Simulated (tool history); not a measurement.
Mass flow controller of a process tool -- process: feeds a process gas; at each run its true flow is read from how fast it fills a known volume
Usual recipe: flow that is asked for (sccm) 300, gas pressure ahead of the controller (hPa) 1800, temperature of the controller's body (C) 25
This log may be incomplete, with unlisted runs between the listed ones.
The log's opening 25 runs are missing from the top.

run      day  flow that is asked for (sccm)  gas pressure ahead of the controller (hPa)  temperature of the controller's body (C)  hours of work since the controller was set to zero  hours of work since the controller was changed  true flow (%)
 26  276.175                            161                                        1520                                        20                                                3484                                           11011         101.06
 27  289.046                            524                                        2420                                        23                                                3727                                           11254         101.15
 28  303.129                            524                                        2420                                        23                                                3993                                           11520         101.07
 29  309.488                            143                                        2490                                        25                                                4113                                           11640         102.34
 30  322.417                            144                                        1630                                        25                                                4357                                           11884         102.14
 31  337.054                            109                                        1640                                        25                                                4633                                           12160         102.71
 32  346.033                            109                                        1640                                        25                                                4803                                           12330         102.89
 33  361.158                            331                                        1960                                        27                                                5088                                           12615         101.65
 34  374.321                            986                                        1750                                        24                                                5337                                           12864         101.01
 35  389.717                            986                                        2200                                        24                                                5627                                           13155         101.27
 36    402.3                            302                                        1920                                        25                                                5865                                           13392          101.7
 37  409.692                            300                                        1800                                        36                                                6004                                           13532         102.97
 38  424.412                            300                                        1800                                        36                                                6282                                           13810         103.03
 39  433.321                            168                                        1800                                        24                                                6450                                           13978         102.46
 40  442.775                            109                                        1960                                        24                                                6629                                           14156         103.81
     449.183  -- controller exchanged for a calibrated one
 41    450.1                            109                                        1960                                        24                                                  17                                              17          99.51
 42   465.45                            773                                        1800                                        25                                                 307                                             307          99.84
 43  476.762                            300                                        2020                                        27                                                 521                                             521          100.1
 44  489.279                            300                                        2310                                        27                                                 757                                             757         100.22
 45  495.654                            374                                        1910                                        20                                                 877                                             877          99.43
 46  503.433                            526                                        1910                                        22                                                1024                                            1024          99.74

5 ways to go on from here, each from the tool as it stands after run 46. What would each give?
  A  511.033                            132                                        1680                                        37                                                1168                                            1168              ?
  B  511.033                            137                                        1910                                        28                                                1168                                            1168              ?
  C  511.033                            300                                        2340                                        38                                                1168                                            1168              ?
  D  511.033                            526                                        1910                                        40                                                1168                                            1168              ?
  E  511.033                            526                                        2020                                        22                                                1168                                            1168              ?

run  true flow (%)
  A         101.27
  B         100.55
  C          101.5
  D         101.63
  E          99.75
Had the tool no hidden state, the same runs would have come out as:
run  true flow (%)
  A          100.8
  B         100.09
  C         101.24
  D         101.44
  E          99.56

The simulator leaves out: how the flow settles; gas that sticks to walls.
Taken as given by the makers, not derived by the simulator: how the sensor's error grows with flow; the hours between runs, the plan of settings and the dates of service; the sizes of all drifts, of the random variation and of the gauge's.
